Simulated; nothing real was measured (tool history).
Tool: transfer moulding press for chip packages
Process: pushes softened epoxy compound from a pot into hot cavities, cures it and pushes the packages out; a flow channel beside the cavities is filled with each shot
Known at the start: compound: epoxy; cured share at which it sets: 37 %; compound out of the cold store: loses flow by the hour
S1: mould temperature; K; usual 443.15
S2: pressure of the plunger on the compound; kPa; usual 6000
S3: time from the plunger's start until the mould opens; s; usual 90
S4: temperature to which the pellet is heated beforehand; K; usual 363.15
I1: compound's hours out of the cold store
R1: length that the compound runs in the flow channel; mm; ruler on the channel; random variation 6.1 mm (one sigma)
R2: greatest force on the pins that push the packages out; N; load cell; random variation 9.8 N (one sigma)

| run | hour | S1 | S2 | S3 | S4 | I1 | R1 | R2 |
|---|---|---|---|---|---|---|---|---|
| 1 | 0 | 443.15 | 6000 | 90 | 363.15 | 36.1 | 870 | 588 |
| 2 | 7.6 | 443.15 | 6000 | 90 | 363.15 | 45.7 | 835 | 607 |
| 3 | 13.5 | 443.15 | 5930 | 90 | 363.15 | 31.7 | 870 | 625 |
| 4 | 21.4 | 443.15 | 4710 | 90 | 363.15 | 36.8 | 760 | 638 |
| 5 | 29.1 | 443.15 | 4710 | 90 | 369.15 | 44.3 | 739 | 647 |
| 6 | 36.5 | 443.15 | 4710 | 90 | 369.15 | 25.9 | 795 | 669 |
| 7 | 44.9 | 443.15 | 4710 | 90 | 369.15 | 19.3 | 818 | 699 |
| 8 | 50 | 443.15 | 4710 | 90 | 369.15 | 24.2 | 812 | 678 |
| 9 | 59.2 | 443.15 | 4710 | 90 | 369.15 | 45.7 | 727 | 664 |
|  | 67.2 | cavities cleaned with cleaning compound and waxed |
| 10 | 70.4 | 443.15 | 4710 | 90 | 369.15 | 46.1 | 731 | 434 |
| 11 | 78.3 | 443.15 | 4710 | 90 | 369.15 | 27.8 | 795 | 482 |
| 12 | 83.8 | 443.15 | 6000 | 90 | 363.15 | 22.4 | 906 | 543 |
|  | 86.9 | mould's thermocouples calibrated |
| 13 | 97.3 | 443.15 | 6000 | 90 | 363.15 | 34 | 866 | 540 |
| 14 | 106.1 | 443.15 | 6000 | 90 | 363.15 | 22.9 | 910 | 605 |
| 15 | 113.1 | 443.15 | 6000 | 121 | 363.15 | 35.3 | 863 | 456 |
| 16 | 121 | 436.15 | 7160 | 112 | 363.15 | 27.7 | 996 | 652 |
| 17 | 126.3 | 436.15 | 7350 | 90 | 363.15 | 40.7 | 968 | 928 |
| 18 | 133 | 436.15 | 7350 | 95 | 372.15 | 18 | 1054 | 951 |
|  | 136.1 | mould's thermocouples calibrated, once more |
| 19 | 139.9 | 436.15 | 7350 | 95 | 372.15 | 34.4 | 983 | 903 |
| 20 | 149.2 | 436.15 | 7350 | 95 | 372.15 | 15.5 | 1082 | 1027 |

Forecast run 21:
| 21 | 157 | 442.15 | 7350 | 101 | 365.15 | 9.1 | ? | ? |

{"run 21": {"R1": 1056, "R2": 625}}
Without the tool's hidden state the same run would have given R1 1120 mm, R2 407 N.
